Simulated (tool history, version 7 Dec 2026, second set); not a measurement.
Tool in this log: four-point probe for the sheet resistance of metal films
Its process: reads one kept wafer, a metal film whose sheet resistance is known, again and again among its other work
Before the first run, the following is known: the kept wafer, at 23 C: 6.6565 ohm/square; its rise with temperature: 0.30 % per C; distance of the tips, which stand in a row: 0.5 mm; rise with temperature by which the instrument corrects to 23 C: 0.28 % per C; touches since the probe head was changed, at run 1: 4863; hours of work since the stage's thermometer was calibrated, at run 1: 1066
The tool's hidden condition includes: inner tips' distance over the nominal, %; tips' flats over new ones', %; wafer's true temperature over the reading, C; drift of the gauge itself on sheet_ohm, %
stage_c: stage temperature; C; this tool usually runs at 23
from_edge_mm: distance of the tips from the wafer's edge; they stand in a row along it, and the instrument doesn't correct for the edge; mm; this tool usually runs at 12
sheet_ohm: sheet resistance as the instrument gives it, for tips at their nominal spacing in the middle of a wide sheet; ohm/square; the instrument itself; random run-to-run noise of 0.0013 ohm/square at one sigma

run	hour	stage_c	from_edge_mm	touches since the probe head was changed	hours of work since the stage's thermometer was calibrated	sheet_ohm
1	0	23	12	4863	1066	6.690499
2	33.4	23	12	5935	1082	6.691998
3	57.6	23	12	6709	1093	6.690236
4	114.5	23	12	8534	1119	6.689923
5	141	23	12	9384	1131	6.689241
6	185.7	23	12	10820	1152	6.688467
7	227.7	33	12	12166	1171	6.698805
8	271.1	33	12	13558	1191	6.695332
9	298.1	23	52	14424	1203	6.682896
10	347.4	23	52	16005	1226	6.681396
11	398.2	23	52	17634	1249	6.680044
12	453	25	12	19392	1275	6.686779
13	478.3	22	12	20205	1286	6.684072
14	520	22	12	21542	1305	6.683797
15	570.1	22	21	23148	1328	6.678777
16	618.2	22	21	24690	1351	6.678259
17	650.6	22	21	25731	1365	6.676811
18	694.3	22	21	27130	1386	6.677507
19	737.7	22	21	28525	1406	6.678819
20	782.6	24	4	29962	1426	6.732367
21	826.2	29	7	31363	1446	6.699208
22	854.2	24	30	32260	1459	6.676649
23	880.8	24	30	33112	1471	6.673658
24	905.4	18	30	33902	1483	6.668721
25	943.2	18	27	35115	1500	6.66875
26	975.2	31	32	36140	1515	6.682689
27	1032.2	20	12	37969	1541	6.675015
28	1085.5	33	41	39677	1565	6.68249
29	1127.9	33	41	41040	1585	6.681559
30	1171.4	22	8	42435	1605	6.682068
31	1208.1	24	5	43611	1622	6.707793
32	1264.2	23	15	45409	1648	6.672828
33	1316.7	23	12	47095	1672	6.672984
34	1369.1	30	3	48773	1696	6.77056
# hour 1402.8: stage's thermometer calibrated
35	1418.8	30	3	50351	7	6.765325
36	1474.8	30	3	52149	33	6.764052
37	1498.7	20	3	52914	44	6.752357

Here are 4 independent what-if runs from the current tool condition. What would each one return?
A	1524.4	21	54	53738	56	?
B	1524.4	20	4	53738	56	?
C	1524.4	23	40	53738	56	?
D	1524.4	23	16	53738	56	?

run	sheet_ohm
A	6.655195
B	6.708818
C	6.655685
D	6.659694
Take away the tool's hidden state, keep each run's random variation, and the runs would have read:
run	sheet_ohm
A	6.655156
B	6.708777
C	6.655648
D	6.659656
